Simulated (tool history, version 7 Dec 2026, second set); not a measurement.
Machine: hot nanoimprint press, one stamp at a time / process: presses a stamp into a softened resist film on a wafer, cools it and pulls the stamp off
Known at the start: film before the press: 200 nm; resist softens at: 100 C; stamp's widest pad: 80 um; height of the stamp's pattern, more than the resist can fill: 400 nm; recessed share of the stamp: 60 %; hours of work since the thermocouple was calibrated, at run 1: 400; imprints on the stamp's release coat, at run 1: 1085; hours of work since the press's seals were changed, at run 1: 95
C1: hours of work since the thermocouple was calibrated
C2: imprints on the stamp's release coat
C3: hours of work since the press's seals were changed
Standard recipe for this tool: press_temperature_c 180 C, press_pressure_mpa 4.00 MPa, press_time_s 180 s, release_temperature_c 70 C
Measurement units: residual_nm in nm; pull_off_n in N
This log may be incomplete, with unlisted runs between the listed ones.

{"run": 1, "hour": 0.0, "press_temperature_c": 180, "press_pressure_mpa": 4.0, "press_time_s": 180, "release_temperature_c": 70, "C1": 400, "C2": 1085, "C3": 95, "residual_nm": 114.5, "pull_off_n": 240}
{"run": 2, "hour": 16.8, "press_temperature_c": 180, "press_pressure_mpa": 4.0, "press_time_s": 180, "release_temperature_c": 62, "C1": 409, "C2": 1132, "C3": 104, "residual_nm": 114.7, "pull_off_n": 255}
{"run": 3, "hour": 42.3, "press_temperature_c": 180, "press_pressure_mpa": 4.0, "press_time_s": 180, "release_temperature_c": 61, "C1": 422, "C2": 1203, "C3": 117, "residual_nm": 114.1, "pull_off_n": 260}
{"run": 4, "hour": 53.1, "press_temperature_c": 180, "press_pressure_mpa": 4.22, "press_time_s": 180, "release_temperature_c": 70, "C1": 428, "C2": 1233, "C3": 123, "residual_nm": 112.4, "pull_off_n": 237}
{"run": 5, "hour": 71.7, "press_temperature_c": 180, "press_pressure_mpa": 4.22, "press_time_s": 180, "release_temperature_c": 70, "C1": 438, "C2": 1285, "C3": 133, "residual_nm": 112.3, "pull_off_n": 237}
{"run": 6, "hour": 82.8, "press_temperature_c": 180, "press_pressure_mpa": 4.0, "press_time_s": 180, "release_temperature_c": 70, "C1": 444, "C2": 1316, "C3": 139, "residual_nm": 115.2, "pull_off_n": 240}
{"run": 7, "hour": 105.5, "press_temperature_c": 172, "press_pressure_mpa": 4.0, "press_time_s": 180, "release_temperature_c": 70, "C1": 456, "C2": 1379, "C3": 151, "residual_nm": 149.0, "pull_off_n": 249}
{"run": 8, "hour": 119.7, "press_temperature_c": 172, "press_pressure_mpa": 4.0, "press_time_s": 180, "release_temperature_c": 70, "C1": 464, "C2": 1419, "C3": 159, "residual_nm": 148.9, "pull_off_n": 248}
{"hour": 135.5, "done": "plate thermocouple calibrated"}
{"hour": 147.4, "done": "stamp cleaned and given a new release coat"}
{"run": 9, "hour": 149.0, "press_temperature_c": 180, "press_pressure_mpa": 4.0, "press_time_s": 145, "release_temperature_c": 70, "C1": 4, "C2": 4, "C3": 170, "residual_nm": 119.4, "pull_off_n": 177}
{"run": 10, "hour": 173.7, "press_temperature_c": 180, "press_pressure_mpa": 4.0, "press_time_s": 145, "release_temperature_c": 70, "C1": 17, "C2": 73, "C3": 183, "residual_nm": 119.2, "pull_off_n": 182}
{"run": 11, "hour": 188.3, "press_temperature_c": 180, "press_pressure_mpa": 4.0, "press_time_s": 145, "release_temperature_c": 60, "C1": 25, "C2": 114, "C3": 191, "residual_nm": 120.4, "pull_off_n": 192}
{"run": 12, "hour": 214.9, "press_temperature_c": 180, "press_pressure_mpa": 4.0, "press_time_s": 156, "release_temperature_c": 60, "C1": 39, "C2": 188, "C3": 205, "residual_nm": 117.6, "pull_off_n": 206}
{"run": 13, "hour": 238.5, "press_temperature_c": 180, "press_pressure_mpa": 4.0, "press_time_s": 156, "release_temperature_c": 60, "C1": 52, "C2": 254, "C3": 218, "residual_nm": 117.7, "pull_off_n": 198}
{"run": 14, "hour": 260.9, "press_temperature_c": 180, "press_pressure_mpa": 4.0, "press_time_s": 180, "release_temperature_c": 64, "C1": 64, "C2": 316, "C3": 230, "residual_nm": 113.1, "pull_off_n": 199}
{"run": 15, "hour": 284.3, "press_temperature_c": 180, "press_pressure_mpa": 4.0, "press_time_s": 119, "release_temperature_c": 70, "C1": 77, "C2": 381, "C3": 242, "residual_nm": 127.5, "pull_off_n": 195}
{"run": 16, "hour": 305.3, "press_temperature_c": 191, "press_pressure_mpa": 4.0, "press_time_s": 146, "release_temperature_c": 70, "C1": 88, "C2": 440, "C3": 254, "residual_nm": 82.3, "pull_off_n": 201}
{"run": 17, "hour": 317.0, "press_temperature_c": 191, "press_pressure_mpa": 4.0, "press_time_s": 146, "release_temperature_c": 70, "C1": 94, "C2": 472, "C3": 260, "residual_nm": 82.6, "pull_off_n": 197}
{"run": 18, "hour": 339.3, "press_temperature_c": 191, "press_pressure_mpa": 4.0, "press_time_s": 146, "release_temperature_c": 70, "C1": 106, "C2": 534, "C3": 272, "residual_nm": 82.0, "pull_off_n": 201}
{"run": 19, "hour": 355.4, "press_temperature_c": 180, "press_pressure_mpa": 3.75, "press_time_s": 316, "release_temperature_c": 71, "C1": 115, "C2": 579, "C3": 281, "residual_nm": 97.1, "pull_off_n": 197}
{"run": 20, "hour": 368.3, "press_temperature_c": 180, "press_pressure_mpa": 3.75, "press_time_s": 316, "release_temperature_c": 71, "C1": 122, "C2": 615, "C3": 288, "residual_nm": 96.6, "pull_off_n": 208}
{"run": 21, "hour": 390.3, "press_temperature_c": 190, "press_pressure_mpa": 2.92, "press_time_s": 180, "release_temperature_c": 67, "C1": 133, "C2": 676, "C3": 299, "residual_nm": 92.9, "pull_off_n": 213}
{"run": 22, "hour": 414.1, "press_temperature_c": 170, "press_pressure_mpa": 3.84, "press_time_s": 260, "release_temperature_c": 58, "C1": 146, "C2": 743, "C3": 312, "residual_nm": 146.4, "pull_off_n": 229}
{"run": 23, "hour": 439.2, "press_temperature_c": 185, "press_pressure_mpa": 4.9, "press_time_s": 180, "release_temperature_c": 70, "C1": 160, "C2": 813, "C3": 326, "residual_nm": 86.0, "pull_off_n": 222}
{"run": 24, "hour": 455.7, "press_temperature_c": 185, "press_pressure_mpa": 4.9, "press_time_s": 180, "release_temperature_c": 70, "C1": 169, "C2": 859, "C3": 334, "residual_nm": 85.5, "pull_off_n": 219}
{"run": 25, "hour": 480.5, "press_temperature_c": 185, "press_pressure_mpa": 4.9, "press_time_s": 180, "release_temperature_c": 70, "C1": 182, "C2": 928, "C3": 348, "residual_nm": 85.8, "pull_off_n": 216}
{"run": 26, "hour": 495.4, "press_temperature_c": 185, "press_pressure_mpa": 4.9, "press_time_s": 333, "release_temperature_c": 70, "C1": 190, "C2": 969, "C3": 356, "residual_nm": 68.7, "pull_off_n": 222}
{"run": 27, "hour": 513.3, "press_temperature_c": 179, "press_pressure_mpa": 4.9, "press_time_s": 333, "release_temperature_c": 70, "C1": 199, "C2": 1019, "C3": 365, "residual_nm": 88.0, "pull_off_n": 221}
{"run": 28, "hour": 528.4, "press_temperature_c": 179, "press_pressure_mpa": 4.9, "press_time_s": 333, "release_temperature_c": 70, "C1": 208, "C2": 1061, "C3": 373, "residual_nm": 87.9, "pull_off_n": 234}
{"run": 29, "hour": 544.1, "press_temperature_c": 174, "press_pressure_mpa": 3.7, "press_time_s": 113, "release_temperature_c": 55, "C1": 216, "C2": 1105, "C3": 382, "residual_nm": 157.4, "pull_off_n": 251}

Some steps in residual_nm between neighbouring runs. How much of each would the tool show without its hidden state too (settings, what came in, random variation), and how much is left for the hidden state, with any gauge scatter that isn't in both results?
The hidden state here: true temperature over the reading, C; pressure that arrives at the usual setting, %; grip of the stamp's worn release coat, % over a new coat's; drift of the gauge itself on residual_nm, %; drift of the gauge itself on pull_off_n, %.
Run 8 -> 9: press_temperature_c 172 -> 180, press_time_s 180 -> 145, plate thermocouple calibrated, stamp cleaned and given a new release coat. residual_nm -29.5 nm: hidden state -3.2, all else -26.3.
Run 21 -> 22: press_temperature_c 190 -> 170, press_pressure_mpa 2.92 -> 3.84, press_time_s 180 -> 260, release_temperature_c 67 -> 58. residual_nm +53.5 nm: hidden state +0.6, all else +52.9.
Run 22 -> 23: press_temperature_c 170 -> 185, press_pressure_mpa 3.84 -> 4.90, press_time_s 260 -> 180, release_temperature_c 58 -> 70. residual_nm -60.4 nm: hidden state -0.1, all else -60.3.
Run 28 -> 29: press_temperature_c 179 -> 174, press_pressure_mpa 4.90 -> 3.70, press_time_s 333 -> 113, release_temperature_c 70 -> 55. residual_nm +69.5 nm: hidden state -0.2, all else +69.7.

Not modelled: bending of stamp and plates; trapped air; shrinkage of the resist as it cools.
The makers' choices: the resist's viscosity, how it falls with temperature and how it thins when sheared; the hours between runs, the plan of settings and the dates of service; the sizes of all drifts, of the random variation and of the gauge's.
